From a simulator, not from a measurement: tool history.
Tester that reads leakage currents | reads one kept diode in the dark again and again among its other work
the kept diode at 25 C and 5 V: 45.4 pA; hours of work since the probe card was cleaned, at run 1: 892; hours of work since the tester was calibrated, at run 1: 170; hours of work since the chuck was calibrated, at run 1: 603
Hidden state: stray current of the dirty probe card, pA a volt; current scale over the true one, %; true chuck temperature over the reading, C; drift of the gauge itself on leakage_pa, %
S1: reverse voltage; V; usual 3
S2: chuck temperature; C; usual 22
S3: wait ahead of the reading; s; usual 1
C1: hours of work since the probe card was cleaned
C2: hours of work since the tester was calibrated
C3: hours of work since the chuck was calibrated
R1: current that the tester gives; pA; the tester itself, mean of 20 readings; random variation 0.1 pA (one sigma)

run     day     S1  S2    S3    C1   C2   C3      R1
  1       0      3  22     1   892  170  603   38.06
  2   1.142      3  22     1   904  183  616   37.94
  3   1.854  11.77  22     1   912  190  623   84.99
  4   2.771  11.77  22     1   922  201  634   84.88
  5   3.504  11.77  22     1   930  209  642   85.32
      4.512  -- chuck's temperature calibrated
  6   4.754  11.77  22     1   943  221    3   89.81
  7   6.142  11.77  22     1   958  237   18   90.31
  8   7.075  11.77  22     1   968  247   28   90.84
  9   8.292  11.77  22     1   982  260   42   91.51
 10   9.571      3  22     1   996  274   56   41.41
 11  10.712   4.03  22     1  1008  287   68   49.38
 12    11.3      3  36     1  1015  293   75  106.08
 13  12.208      3  36     1  1025  303   84  106.94
     12.783  -- chuck's temperature calibrated, once more
 14  13.004      3  36     1  1033  311    2   88.06
 15  14.158      3  22     1  1045  324   15   34.87
 16  14.821      3  22     1  1053  331   22   35.12
 17  15.579      3  22     1  1061  339   31   35.26
 18  16.829      3  22     1  1075  353   44   35.31
 19   18.05      3  22     1  1088  366   58   35.37
 20  18.792      3  22     1  1096  375   66   35.59
 21  19.388   1.43  34  1.11  1103  381   72   53.27
 22  20.796   1.43  34  1.11  1118  396   88   54.02
 23  22.175   1.67  36  8.07  1133  412  103   66.36
 24  23.262   4.86  26  1.12  1145  424  115    61.2
 25  23.933   4.86  26  1.12  1153  431  122   61.69
 26  25.233   4.32  20  1.38  1167  445  137    39.8
 27  26.042   4.32  20  1.38  1176  454  145    39.9
 28  26.958   4.32  20  1.38  1186  464  156   40.17
 29  28.371   4.32  20  1.38  1201  480  171   40.08
 30  29.383   4.32  20  1.38  1212  491  182   40.52
 31  30.796   4.32  20  1.38  1228  506  198   40.69
 32  31.592   4.32  20  1.38  1237  515  206   40.71
 33  32.633   4.32  20  1.38  1248  526  218   40.95
 34  33.479   4.32  20  1.38  1257  536  227    41.2
 35  34.675   4.32  20  1.38  1270  549  240    41.1
 36  35.933  15.73  22  2.38  1284  563  254  104.89
 37  36.838  15.73  22  2.38  1294  573  264   105.3
 38  37.904    2.8  53  2.41  1306  584  276  272.76
 39  39.275   1.55  37   0.5  1321  599  291   72.75

5 ways to go on from here, each from the tool as it stands after run 39. What would each give?
  A  39.871  1.55  44  9.86  1327  606  297   ?
  B  39.871  1.48  53  1.17  1327  606  297   ?
  C  39.871  1.55  20  1.21  1327  606  297   ?
  D  39.871  7.03  24  3.45  1327  606  297   ?
  E  39.871  1.58  37  2.91  1327  606  297   ?

run      R1
  A  114.39
  B  199.77
  C   23.13
  D   70.74
  E   72.69
Without the tool's hidden state the same runs would have given:
run      R1
  A  102.96
  B  183.27
  C   17.89
  D   49.87
  E   63.92
